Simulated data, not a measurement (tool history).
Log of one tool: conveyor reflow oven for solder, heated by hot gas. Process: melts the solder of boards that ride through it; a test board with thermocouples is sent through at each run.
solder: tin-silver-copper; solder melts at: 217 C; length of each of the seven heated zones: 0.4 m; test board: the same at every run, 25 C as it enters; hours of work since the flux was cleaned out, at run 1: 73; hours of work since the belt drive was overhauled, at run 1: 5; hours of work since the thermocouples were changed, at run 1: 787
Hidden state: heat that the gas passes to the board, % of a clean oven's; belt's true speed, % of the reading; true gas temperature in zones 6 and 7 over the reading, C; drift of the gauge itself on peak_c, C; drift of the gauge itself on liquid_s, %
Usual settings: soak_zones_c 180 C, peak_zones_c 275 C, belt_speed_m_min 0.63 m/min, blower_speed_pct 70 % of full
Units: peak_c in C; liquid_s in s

run,hour,soak_zones_c,peak_zones_c,belt_speed_m_min,blower_speed_pct,hours of work since the flux was cleaned out,hours of work since the belt drive was overhauled,hours of work since the thermocouples were changed,peak_c,liquid_s
1,0,180,275,0.63,70,73,5,787,262.8,65.9
2,31.4,180,275,0.63,70,89,21,802,263.4,65.7
3,76.9,180,275,0.63,70,112,44,825,263.2,66.1
4,104.3,180,275,0.63,70,125,58,839,263,65.8
5,141,180,275,0.63,70,144,76,857,263.1,65.8
6,165.6,180,275,0.63,70,156,89,870,262.8,65.6
7,186.2,180,275,0.63,70,166,99,880,262,66.1
8,220.1,180,275,0.63,70,184,116,897,262.7,65.4
9,241.4,180,275,0.63,70,194,127,908,262.4,65.2
10,268.4,180,275,0.63,70,208,140,921,262.4,65.6
11,308.5,180,270,0.63,70,228,160,942,257.8,63.3
12,329,180,269,0.51,87,238,171,952,264.2,84
13,354.6,180,272,0.63,52,251,184,965,255.5,60.2
14,378.6,180,272,0.63,52,263,196,977,255.5,60.4
15,420.8,185,263,0.549,52,284,217,998,252.8,70.9
16,463.1,177,263,0.549,52,306,238,1019,251,66.4
17,505.9,177,288,0.549,52,327,260,1041,273.9,80
18,550,180,275,0.563,56,349,282,1063,262.5,73.5
19,583.8,180,275,0.563,56,366,299,1080,261.9,73.4
20,619.1,180,278,0.563,51,384,316,1098,263.2,74.3
21,654.3,177,275,0.63,70,402,334,1115,260.4,63.8

Forecast each of these 4 alternatives for the next run:
# hour 680.1: flux residue cleaned out of gas plates and filters
A,696,186,275,0.63,70,8,353,1134,?,?
# hour 680.1: flux residue cleaned out of gas plates and filters
B,696,181,275,0.63,61,8,353,1134,?,?
# hour 680.1: flux residue cleaned out of gas plates and filters
C,696,177,280,0.715,55,8,353,1134,?,?
# hour 680.1: flux residue cleaned out of gas plates and filters
D,696,181,279,0.63,72,8,353,1134,?,?

run,peak_c,liquid_s
A,265.2,70.3
B,262.7,66.2
C,259.9,55
D,270,69.3
Without the tool's hidden state the same runs would have given:
run,peak_c,liquid_s
A,261.3,68.2
B,258.9,63.9
C,256.3,52.7
D,266.1,67.3
